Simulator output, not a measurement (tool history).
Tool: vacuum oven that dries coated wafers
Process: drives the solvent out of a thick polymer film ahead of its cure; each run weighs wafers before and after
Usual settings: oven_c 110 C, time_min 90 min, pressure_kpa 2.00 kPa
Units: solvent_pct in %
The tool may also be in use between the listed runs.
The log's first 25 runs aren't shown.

run,hour,oven_c,time_min,pressure_kpa,hours of work since the thermocouples were calibrated,hours of work since the vacuum gauge was cleaned of residue,solvent_pct
26,393.2,110,95,6.69,855,370,9.66
27,407.0,103,114,2.00,862,377,4.29
28,426.4,124,76,4.40,872,387,4.03
29,446.0,124,76,4.40,882,397,4.00
30,457.5,99,63,5.01,888,403,11.08
31,472.5,99,63,2.71,896,411,7.48
32,485.0,99,74,2.71,902,417,7.13
# hour 498.2: oven's thermocouples calibrated
33,500.7,99,74,2.71,1,425,7.66
34,516.4,125,108,2.00,9,433,1.95
35,528.4,125,108,2.00,16,439,1.91
36,550.5,117,100,6.59,27,450,8.00
37,572.4,108,90,3.39,39,462,6.01
38,587.4,110,117,2.27,46,470,3.77
39,602.0,110,117,2.27,54,477,3.75
40,613.0,110,117,2.27,60,483,3.73
41,635.1,123,82,3.42,71,494,3.50
42,651.7,118,90,3.04,80,503,3.63
43,661.2,118,90,3.04,85,508,3.72
44,673.5,98,139,3.04,91,514,7.65
45,684.7,108,103,1.95,97,520,3.73
46,705.4,108,103,1.95,108,531,3.70

Forecast each of these 5 alternatives for the next run:
A,726.2,117,103,1.95,119,542,?
B,726.2,108,110,1.95,119,542,?
C,726.2,102,109,6.59,119,542,?
D,726.2,117,90,2.00,119,542,?
E,726.2,109,99,2.71,119,542,?

run,solvent_pct
A,2.50
B,3.61
C,13.08
D,2.70
E,4.71
Without the tool's hidden state the same runs would have given:
run,solvent_pct
A,2.30
B,3.34
C,12.77
D,2.50
E,4.46
